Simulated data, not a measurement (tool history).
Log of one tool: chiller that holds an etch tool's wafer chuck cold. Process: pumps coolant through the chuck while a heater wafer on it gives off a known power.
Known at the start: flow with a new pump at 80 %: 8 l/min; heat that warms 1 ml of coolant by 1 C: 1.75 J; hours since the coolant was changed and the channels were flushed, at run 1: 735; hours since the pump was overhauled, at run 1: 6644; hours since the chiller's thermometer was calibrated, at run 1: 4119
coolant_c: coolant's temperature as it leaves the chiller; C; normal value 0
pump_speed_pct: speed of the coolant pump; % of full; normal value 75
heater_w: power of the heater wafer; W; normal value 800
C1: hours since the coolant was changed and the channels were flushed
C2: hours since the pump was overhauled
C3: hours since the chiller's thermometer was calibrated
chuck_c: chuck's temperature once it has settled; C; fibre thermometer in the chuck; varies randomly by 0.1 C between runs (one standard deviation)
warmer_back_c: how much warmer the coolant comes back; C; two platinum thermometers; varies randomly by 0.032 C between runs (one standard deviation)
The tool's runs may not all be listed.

run 1 day=0.000 | coolant_c=0 pump_speed_pct=75 heater_w=800 | C1=735 C2=6644 C3=4119 | chuck_c=6.6 warmer_back_c=3.70
run 2 day=6.542 | coolant_c=0 pump_speed_pct=66 heater_w=800 | C1=892 C2=6801 C3=4276 | chuck_c=7.3 warmer_back_c=4.14
run 3 day=10.650 | coolant_c=0 pump_speed_pct=79 heater_w=800 | C1=991 C2=6900 C3=4374 | chuck_c=6.0 warmer_back_c=3.51
run 4 day=15.646 | coolant_c=0 pump_speed_pct=79 heater_w=800 | C1=1111 C2=7020 C3=4494 | chuck_c=6.1 warmer_back_c=3.48
run 5 day=20.479 | coolant_c=0 pump_speed_pct=79 heater_w=800 | C1=1227 C2=7136 C3=4610 | chuck_c=6.1 warmer_back_c=3.52
run 6 day=27.262 | coolant_c=0 pump_speed_pct=79 heater_w=800 | C1=1390 C2=7298 C3=4773 | chuck_c=5.9 warmer_back_c=3.53
run 7 day=34.200 | coolant_c=0 pump_speed_pct=79 heater_w=800 | C1=1556 C2=7465 C3=4939 | chuck_c=6.1 warmer_back_c=3.51
run 8 day=42.471 | coolant_c=-8 pump_speed_pct=75 heater_w=800 | C1=1755 C2=7663 C3=5138 | chuck_c=-1.6 warmer_back_c=3.70
run 9 day=48.521 | coolant_c=4 pump_speed_pct=75 heater_w=800 | C1=1900 C2=7809 C3=5283 | chuck_c=10.3 warmer_back_c=3.80
run 10 day=54.592 | coolant_c=4 pump_speed_pct=81 heater_w=800 | C1=2045 C2=7954 C3=5429 | chuck_c=10.1 warmer_back_c=3.48
-- day=57.829 chiller's thermometer calibrated
run 11 day=62.858 | coolant_c=-10 pump_speed_pct=75 heater_w=800 | C1=2243 C2=8152 C3=121 | chuck_c=-3.7 warmer_back_c=3.77
run 12 day=69.654 | coolant_c=0 pump_speed_pct=60 heater_w=800 | C1=2406 C2=8315 C3=284 | chuck_c=7.6 warmer_back_c=4.70
run 13 day=77.038 | coolant_c=0 pump_speed_pct=60 heater_w=800 | C1=2583 C2=8492 C3=461 | chuck_c=7.7 warmer_back_c=4.67
run 14 day=81.083 | coolant_c=0 pump_speed_pct=60 heater_w=800 | C1=2680 C2=8589 C3=558 | chuck_c=7.8 warmer_back_c=4.68
run 15 day=89.354 | coolant_c=0 pump_speed_pct=60 heater_w=800 | C1=2879 C2=8788 C3=757 | chuck_c=7.8 warmer_back_c=4.67
run 16 day=95.042 | coolant_c=0 pump_speed_pct=60 heater_w=800 | C1=3015 C2=8924 C3=893 | chuck_c=7.7 warmer_back_c=4.73
-- day=95.712 coolant pump overhauled
run 17 day=101.438 | coolant_c=0 pump_speed_pct=60 heater_w=800 | C1=3164 C2=137 C3=1042 | chuck_c=7.8 warmer_back_c=4.67
run 18 day=110.267 | coolant_c=6 pump_speed_pct=63 heater_w=699 | C1=3376 C2=349 C3=1253 | chuck_c=12.6 warmer_back_c=3.98
run 19 day=116.404 | coolant_c=6 pump_speed_pct=63 heater_w=699 | C1=3523 C2=497 C3=1401 | chuck_c=12.5 warmer_back_c=3.94
run 20 day=123.658 | coolant_c=6 pump_speed_pct=63 heater_w=699 | C1=3697 C2=671 C3=1575 | chuck_c=12.5 warmer_back_c=3.97
run 21 day=130.138 | coolant_c=-2 pump_speed_pct=79 heater_w=1088 | C1=3852 C2=826 C3=1730 | chuck_c=6.2 warmer_back_c=4.90
run 22 day=137.025 | coolant_c=0 pump_speed_pct=69 heater_w=463 | C1=4018 C2=992 C3=1896 | chuck_c=4.0 warmer_back_c=2.47
run 23 day=142.458 | coolant_c=0 pump_speed_pct=64 heater_w=1027 | C1=4148 C2=1122 C3=2026 | chuck_c=9.4 warmer_back_c=5.68
run 24 day=150.517 | coolant_c=0 pump_speed_pct=64 heater_w=1027 | C1=4342 C2=1315 C3=2220 | chuck_c=9.3 warmer_back_c=5.70
run 25 day=159.558 | coolant_c=-6 pump_speed_pct=66 heater_w=578 | C1=4559 C2=1532 C3=2437 | chuck_c=-1.0 warmer_back_c=3.31
run 26 day=168.175 | coolant_c=0 pump_speed_pct=62 heater_w=800 | C1=4765 C2=1739 C3=2643 | chuck_c=7.6 warmer_back_c=4.61
-- day=175.225 coolant changed, channels flushed
run 27 day=175.250 | coolant_c=0 pump_speed_pct=62 heater_w=800 | C1=1 C2=1903 C3=2807 | chuck_c=7.5 warmer_back_c=4.69
run 28 day=180.454 | coolant_c=0 pump_speed_pct=62 heater_w=800 | C1=126 C2=2028 C3=2932 | chuck_c=7.5 warmer_back_c=4.66
run 29 day=189.271 | coolant_c=0 pump_speed_pct=62 heater_w=800 | C1=337 C2=2239 C3=3144 | chuck_c=7.4 warmer_back_c=4.69
run 30 day=193.138 | coolant_c=2 pump_speed_pct=96 heater_w=881 | C1=430 C2=2332 C3=3236 | chuck_c=7.6 warmer_back_c=3.50
run 31 day=196.796 | coolant_c=-7 pump_speed_pct=61 heater_w=1186 | C1=518 C2=2420 C3=3324 | chuck_c=4.2 warmer_back_c=6.89
run 32 day=204.296 | coolant_c=-7 pump_speed_pct=61 heater_w=1186 | C1=698 C2=2600 C3=3504 | chuck_c=4.2 warmer_back_c=6.96

Branching from run 32: 3 alternative next runs. What would each branch give?
run A day=213.158 | coolant_c=-7 pump_speed_pct=61 heater_w=1170 | C1=910 C2=2813 C3=3717 | chuck_c=? warmer_back_c=?
run B day=213.158 | coolant_c=4 pump_speed_pct=74 heater_w=794 | C1=910 C2=2813 C3=3717 | chuck_c=? warmer_back_c=?
run C day=213.158 | coolant_c=-1 pump_speed_pct=61 heater_w=1032 | C1=910 C2=2813 C3=3717 | chuck_c=? warmer_back_c=?

run=A chuck_c=4.3 warmer_back_c=6.86
run=B chuck_c=10.5 warmer_back_c=4.03
run=C chuck_c=8.8 warmer_back_c=6.08
Without the tool's unlogged condition, the same runs would have read:
run=A chuck_c=4.2 warmer_back_c=6.52
run=B chuck_c=10.5 warmer_back_c=3.70
run=C chuck_c=8.7 warmer_back_c=5.74
